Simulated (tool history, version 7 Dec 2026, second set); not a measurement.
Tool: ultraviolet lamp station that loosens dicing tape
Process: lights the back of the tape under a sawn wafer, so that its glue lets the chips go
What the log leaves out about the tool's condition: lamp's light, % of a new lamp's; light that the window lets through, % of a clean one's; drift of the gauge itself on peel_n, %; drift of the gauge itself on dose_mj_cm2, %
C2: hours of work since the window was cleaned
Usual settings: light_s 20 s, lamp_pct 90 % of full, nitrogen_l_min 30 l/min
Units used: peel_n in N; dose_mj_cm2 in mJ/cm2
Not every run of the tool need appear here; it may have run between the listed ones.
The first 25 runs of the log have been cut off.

Run 26, hour 815.2: usual settings but nitrogen_l_min 41 l/min; hours of work of the lamp 659; C2 176. Result: peel_n 0.417 N, dose_mj_cm2 420 mJ/cm2.
Run 27, hour 846.7: usual settings but nitrogen_l_min 41 l/min; hours of work of the lamp 677; C2 194. Result: peel_n 0.445 N, dose_mj_cm2 416 mJ/cm2.
Run 28, hour 872.5: usual settings but lamp_pct 84 % of full; hours of work of the lamp 692; C2 209. Result: peel_n 0.605 N, dose_mj_cm2 378 mJ/cm2.
Run 29, hour 900.3: usual settings but lamp_pct 93 % of full; hours of work of the lamp 708; C2 225. Result: peel_n 0.536 N, dose_mj_cm2 406 mJ/cm2.
Run 30, hour 925.5: usual settings but lamp_pct 93 % of full; hours of work of the lamp 722; C2 240. Result: peel_n 0.548 N, dose_mj_cm2 405 mJ/cm2.
Run 31, hour 945.9: usual settings but nitrogen_l_min 14 l/min; hours of work of the lamp 734; C2 251. Result: peel_n 0.947 N, dose_mj_cm2 381 mJ/cm2.
At hour 948.7: window cleaned of glue's vapour.
Run 32, hour 976.4: usual settings but lamp_pct 64 % of full, nitrogen_l_min 17 l/min; hours of work of the lamp 751; C2 16. Result: peel_n 1.113 N, dose_mj_cm2 320 mJ/cm2.
Run 33, hour 1017.5: usual settings but lamp_pct 74 % of full, nitrogen_l_min 25 l/min; hours of work of the lamp 775; C2 40. Result: peel_n 0.731 N, dose_mj_cm2 363 mJ/cm2.
Run 34, hour 1054.1: usual settings but light_s 32 s, lamp_pct 74 % of full, nitrogen_l_min 19 l/min; hours of work of the lamp 796; C2 61. Result: peel_n 0.416 N, dose_mj_cm2 571 mJ/cm2.
Run 35, hour 1082.9: usual settings but light_s 25 s, lamp_pct 74 % of full, nitrogen_l_min 19 l/min; hours of work of the lamp 812; C2 77. Result: peel_n 0.658 N, dose_mj_cm2 438 mJ/cm2.
Run 36, hour 1106.9: usual settings but lamp_pct 100 % of full, nitrogen_l_min 17 l/min; hours of work of the lamp 826; C2 91. Result: peel_n 0.643 N, dose_mj_cm2 473 mJ/cm2.
Run 37, hour 1145.7: usual settings but light_s 35 s, nitrogen_l_min 23 l/min; hours of work of the lamp 848; C2 113. Result: peel_n 0.266 N, dose_mj_cm2 716 mJ/cm2.
Run 38, hour 1172.6: usual settings but light_s 17 s, lamp_pct 71 % of full, nitrogen_l_min 15 l/min; hours of work of the lamp 864; C2 129. Result: peel_n 1.408 N, dose_mj_cm2 273 mJ/cm2.
Run 39, hour 1202: usual settings but light_s 24 s, lamp_pct 71 % of full, nitrogen_l_min 15 l/min; hours of work of the lamp 881; C2 146. Result: peel_n 0.941 N, dose_mj_cm2 375 mJ/cm2.
Run 40, hour 1228.9: usual settings but light_s 24 s, lamp_pct 71 % of full, nitrogen_l_min 15 l/min; hours of work of the lamp 896; C2 161. Result: peel_n 0.993 N, dose_mj_cm2 369 mJ/cm2.
Run 41, hour 1257.5: usual settings but light_s 36 s, lamp_pct 96 % of full, nitrogen_l_min 32 l/min; hours of work of the lamp 913; C2 177. Result: peel_n 0.218 N, dose_mj_cm2 741 mJ/cm2.
Run 42, hour 1279.4: usual settings but light_s 12 s, nitrogen_l_min 10 l/min; hours of work of the lamp 925; C2 190. Result: peel_n 1.922 N, dose_mj_cm2 228 mJ/cm2.
Run 43, hour 1307.4: usual settings but light_s 16 s, lamp_pct 92 % of full, nitrogen_l_min 21 l/min; hours of work of the lamp 941; C2 206. Result: peel_n 1.037 N, dose_mj_cm2 308 mJ/cm2.

Below are 3 alternative next runs, each starting from the tool's condition after run 43. Predict each:
Run A, hour 1352: usual settings but light_s 16 s, lamp_pct 74 % of full, nitrogen_l_min 10 l/min; hours of work of the lamp 967; C2 232. Result: peel_n ?, dose_mj_cm2 ?.
Run B, hour 1352: usual settings but nitrogen_l_min 44 l/min; hours of work of the lamp 967; C2 232. Result: peel_n ?, dose_mj_cm2 ?.
Run C, hour 1352: usual settings but light_s 14 s, lamp_pct 63 % of full, nitrogen_l_min 49 l/min; hours of work of the lamp 967; C2 232. Result: peel_n ?, dose_mj_cm2 ?.

run  peel_n  dose_mj_cm2
  A   1.837          235
  B   0.528          357
  C   1.302          179
Without the tool's unlogged condition, the same runs would have read:
run  peel_n  dose_mj_cm2
  A   1.132          389
  B   0.255          592
  C   0.683          295
